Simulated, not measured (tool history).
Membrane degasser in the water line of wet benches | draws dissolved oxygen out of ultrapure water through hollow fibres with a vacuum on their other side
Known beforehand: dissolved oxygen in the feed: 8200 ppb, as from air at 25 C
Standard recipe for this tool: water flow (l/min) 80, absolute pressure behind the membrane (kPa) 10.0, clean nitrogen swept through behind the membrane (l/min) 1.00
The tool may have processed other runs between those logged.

run,hour,water flow (l/min),absolute pressure behind the membrane (kPa),clean nitrogen swept through behind the membrane (l/min),dissolved oxygen in the water behind the degasser (ppb),pressure that the water loses in the fibres (kPa)
1,0.0,80,10.0,1.00,862.0,58.14
2,50.6,80,18.5,1.00,1759.9,58.05
3,116.3,80,18.5,1.69,1281.3,58.08
4,185.3,80,18.5,1.69,1276.3,58.02
5,221.7,80,10.0,1.00,876.7,58.19
6,270.9,80,10.0,1.00,872.7,58.08
7,313.6,80,10.0,1.00,876.7,58.08
8,370.0,80,10.0,1.00,875.2,58.47
9,434.7,80,10.0,1.00,879.2,58.30
10,503.3,80,10.0,1.00,868.1,58.10
11,539.4,80,10.0,1.00,876.0,57.86
12,594.0,80,10.0,1.00,873.4,57.90
13,638.3,80,15.9,1.00,1507.3,58.18
14,681.4,80,10.0,0.87,960.9,58.46
15,738.9,80,10.0,1.36,719.8,58.79
16,793.9,71,16.8,1.36,1223.3,52.01
17,862.7,71,16.8,1.36,1202.0,51.90
18,907.2,71,6.9,0.41,770.1,51.89
19,945.5,58,6.9,2.84,180.7,42.33
20,1012.4,49,7.8,1.00,431.1,35.87
21,1077.9,49,7.8,1.00,423.7,36.01

Forecast run 22:
22,1142.1,54,10.0,2.13,?,?

{"run 22": {"dissolved oxygen in the water behind the degasser (ppb)": 368.4, "pressure that the water loses in the fibres (kPa)": 39.54}}
Had the tool carried no hidden state, the very same run would have given dissolved oxygen in the water behind the degasser (ppb) 360.3, pressure that the water loses in the fibres (kPa) 38.65.
